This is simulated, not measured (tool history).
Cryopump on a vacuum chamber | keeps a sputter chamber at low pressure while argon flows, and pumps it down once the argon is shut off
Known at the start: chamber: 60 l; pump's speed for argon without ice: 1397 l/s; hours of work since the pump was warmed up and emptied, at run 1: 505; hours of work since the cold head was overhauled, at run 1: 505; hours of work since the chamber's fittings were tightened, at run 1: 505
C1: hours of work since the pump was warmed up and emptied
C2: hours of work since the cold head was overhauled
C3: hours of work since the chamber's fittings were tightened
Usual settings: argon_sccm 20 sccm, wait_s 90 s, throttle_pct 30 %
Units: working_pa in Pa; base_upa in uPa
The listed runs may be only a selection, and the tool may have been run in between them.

{"run": 1, "hour": 0.0, "argon_sccm": 20, "wait_s": 90, "throttle_pct": 30, "C1": 505, "C2": 505, "C3": 505, "working_pa": 0.0831, "base_upa": 1.96}
{"run": 2, "hour": 70.3, "argon_sccm": 20, "wait_s": 52, "throttle_pct": 30, "C1": 548, "C2": 548, "C3": 548, "working_pa": 0.083, "base_upa": 2.69}
{"run": 3, "hour": 200.3, "argon_sccm": 20, "wait_s": 52, "throttle_pct": 30, "C1": 628, "C2": 628, "C3": 628, "working_pa": 0.0827, "base_upa": 2.91}
{"run": 4, "hour": 265.3, "argon_sccm": 20, "wait_s": 52, "throttle_pct": 30, "C1": 668, "C2": 668, "C3": 668, "working_pa": 0.0831, "base_upa": 2.9}
{"run": 5, "hour": 353.2, "argon_sccm": 20, "wait_s": 90, "throttle_pct": 37, "C1": 722, "C2": 722, "C3": 722, "working_pa": 0.0685, "base_upa": 2.24}
{"run": 6, "hour": 448.2, "argon_sccm": 20, "wait_s": 90, "throttle_pct": 37, "C1": 781, "C2": 781, "C3": 781, "working_pa": 0.07, "base_upa": 2.4}
{"run": 7, "hour": 566.6, "argon_sccm": 23, "wait_s": 258, "throttle_pct": 20, "C1": 854, "C2": 854, "C3": 854, "working_pa": 0.1437, "base_upa": 1.77}
{"run": 8, "hour": 686.5, "argon_sccm": 8, "wait_s": 260, "throttle_pct": 18, "C1": 928, "C2": 928, "C3": 928, "working_pa": 0.0549, "base_upa": 1.89}
{"run": 9, "hour": 781.6, "argon_sccm": 8, "wait_s": 260, "throttle_pct": 18, "C1": 986, "C2": 986, "C3": 986, "working_pa": 0.0551, "base_upa": 2.08}
{"run": 10, "hour": 851.3, "argon_sccm": 9, "wait_s": 234, "throttle_pct": 25, "C1": 1029, "C2": 1029, "C3": 1029, "working_pa": 0.045, "base_upa": 2.21}
{"run": 11, "hour": 913.3, "argon_sccm": 21, "wait_s": 196, "throttle_pct": 30, "C1": 1068, "C2": 1068, "C3": 1068, "working_pa": 0.0899, "base_upa": 2.29}
{"hour": 1013.7, "done": "pump warmed up, emptied and cooled again"}
{"run": 12, "hour": 1050.7, "argon_sccm": 19, "wait_s": 196, "throttle_pct": 30, "C1": 23, "C2": 1149, "C3": 1149, "working_pa": 0.0772, "base_upa": 2.07}

Branching from run 12: 5 alternative next runs. What would each branch give?
{"run": "A", "hour": 1168.6, "argon_sccm": 10, "wait_s": 222, "throttle_pct": 54, "C1": 95, "C2": 1222, "C3": 1222, "working_pa": "?", "base_upa": "?"}
{"run": "B", "hour": 1168.6, "argon_sccm": 20, "wait_s": 90, "throttle_pct": 33, "C1": 95, "C2": 1222, "C3": 1222, "working_pa": "?", "base_upa": "?"}
{"run": "C", "hour": 1168.6, "argon_sccm": 19, "wait_s": 110, "throttle_pct": 30, "C1": 95, "C2": 1222, "C3": 1222, "working_pa": "?", "base_upa": "?"}
{"run": "D", "hour": 1168.6, "argon_sccm": 16, "wait_s": 90, "throttle_pct": 30, "C1": 95, "C2": 1222, "C3": 1222, "working_pa": "?", "base_upa": "?"}
{"run": "E", "hour": 1168.6, "argon_sccm": 27, "wait_s": 249, "throttle_pct": 24, "C1": 95, "C2": 1222, "C3": 1222, "working_pa": "?", "base_upa": "?"}

run=A working_pa=0.0217 base_upa=2.27
run=B working_pa=0.0739 base_upa=2.85
run=C working_pa=0.0779 base_upa=2.60
run=D working_pa=0.0651 base_upa=2.91
run=E working_pa=0.1372 base_upa=2.12
What these runs would have given with no unlogged condition in the tool:
run=A working_pa=0.0213 base_upa=0.66
run=B working_pa=0.0730 base_upa=1.27
run=C working_pa=0.0771 base_upa=1.07
run=D working_pa=0.0644 base_upa=1.32
run=E working_pa=0.1361 base_upa=0.58
